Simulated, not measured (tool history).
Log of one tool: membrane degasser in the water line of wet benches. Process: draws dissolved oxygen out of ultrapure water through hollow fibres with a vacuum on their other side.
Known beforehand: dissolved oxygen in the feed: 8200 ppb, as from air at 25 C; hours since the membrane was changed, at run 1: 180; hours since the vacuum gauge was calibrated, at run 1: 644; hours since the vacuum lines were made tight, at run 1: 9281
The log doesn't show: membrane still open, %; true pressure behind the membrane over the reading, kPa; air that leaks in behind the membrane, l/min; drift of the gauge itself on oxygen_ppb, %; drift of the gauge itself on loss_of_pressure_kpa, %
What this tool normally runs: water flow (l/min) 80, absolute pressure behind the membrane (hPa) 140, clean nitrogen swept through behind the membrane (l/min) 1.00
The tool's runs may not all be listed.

| run | hour | water flow (l/min) | absolute pressure behind the membrane (hPa) | clean nitrogen swept through behind the membrane (l/min) | hours since the membrane was changed | hours since the vacuum gauge was calibrated | hours since the vacuum lines were made tight | dissolved oxygen in the water behind the degasser (ppb) | pressure that the water loses in the fibres (hPa) |
|---|---|---|---|---|---|---|---|---|---|
| 1 | 0.0 | 80 | 140 | 1.00 | 180 | 644 | 9281 | 1288.2 | 631.5 |
| 2 | 59.0 | 80 | 111 | 1.00 | 239 | 703 | 9340 | 976.2 | 632.7 |
| 3 | 94.3 | 80 | 140 | 1.00 | 274 | 738 | 9376 | 1284.4 | 633.2 |
|  | 137.8 | seals of the vacuum lines changed |
| 4 | 147.0 | 80 | 140 | 1.00 | 325 | 789 | 9 | 1287.8 | 627.6 |
| 5 | 193.5 | 80 | 117 | 1.00 | 371 | 836 | 56 | 1044.0 | 634.2 |
| 6 | 234.4 | 80 | 117 | 1.00 | 412 | 876 | 97 | 1039.9 | 631.3 |
| 7 | 299.8 | 80 | 117 | 1.00 | 477 | 942 | 162 | 1041.4 | 630.0 |
| 8 | 339.9 | 91 | 140 | 1.00 | 518 | 982 | 202 | 1397.1 | 717.0 |
| 9 | 408.8 | 80 | 140 | 1.00 | 586 | 1051 | 271 | 1281.7 | 630.9 |
| 10 | 437.0 | 80 | 140 | 1.00 | 615 | 1079 | 299 | 1288.3 | 631.2 |
| 11 | 467.0 | 80 | 140 | 1.00 | 645 | 1109 | 329 | 1288.2 | 631.8 |
| 12 | 519.5 | 67 | 140 | 1.00 | 697 | 1161 | 382 | 1147.4 | 527.9 |
| 13 | 559.5 | 80 | 140 | 2.03 | 737 | 1201 | 422 | 795.0 | 628.4 |
| 14 | 590.7 | 80 | 140 | 2.03 | 768 | 1233 | 453 | 793.2 | 627.8 |
| 15 | 634.7 | 80 | 140 | 1.00 | 812 | 1277 | 497 | 1287.3 | 628.4 |
| 16 | 671.6 | 80 | 140 | 1.00 | 849 | 1314 | 534 | 1284.3 | 626.0 |
| 17 | 739.3 | 76 | 349 | 1.00 | 917 | 1381 | 602 | 2968.0 | 600.6 |
| 18 | 772.0 | 63 | 133 | 1.00 | 950 | 1414 | 634 | 1038.4 | 495.5 |
| 19 | 825.6 | 63 | 133 | 1.00 | 1003 | 1468 | 688 | 1038.3 | 492.6 |
| 20 | 890.3 | 63 | 133 | 1.00 | 1068 | 1532 | 752 | 1037.5 | 495.0 |
| 21 | 920.9 | 99 | 133 | 1.00 | 1098 | 1563 | 783 | 1384.8 | 778.8 |
| 22 | 974.2 | 53 | 303 | 0.53 | 1152 | 1616 | 836 | 3055.7 | 413.7 |
| 23 | 1008.7 | 122 | 206 | 2.23 | 1186 | 1651 | 871 | 1546.2 | 953.1 |
| 24 | 1075.5 | 62 | 147 | 1.49 | 1253 | 1717 | 938 | 870.9 | 485.5 |
| 25 | 1123.7 | 62 | 147 | 1.49 | 1301 | 1766 | 986 | 869.9 | 484.8 |
| 26 | 1160.5 | 65 | 239 | 2.68 | 1338 | 1802 | 1023 | 980.8 | 507.5 |
| 27 | 1192.1 | 105 | 347 | 0.99 | 1370 | 1834 | 1054 | 3494.9 | 821.6 |
| 28 | 1235.9 | 79 | 227 | 0.56 | 1414 | 1878 | 1098 | 2851.7 | 614.2 |
| 29 | 1269.0 | 79 | 129 | 1.65 | 1447 | 1911 | 1131 | 828.0 | 616.5 |

For run 30, what comes out?
| 30 | 1330.4 | 79 | 129 | 1.65 | 1508 | 1972 | 1193 | ? | ? |

dissolved oxygen in the water behind the degasser (ppb): 829.6
pressure that the water loses in the fibres (hPa): 614.1
If the tool had no hidden condition, the same run with the same run-to-run variation would have returned dissolved oxygen in the water behind the degasser (ppb) 829.4, pressure that the water loses in the fibres (hPa) 623.8.
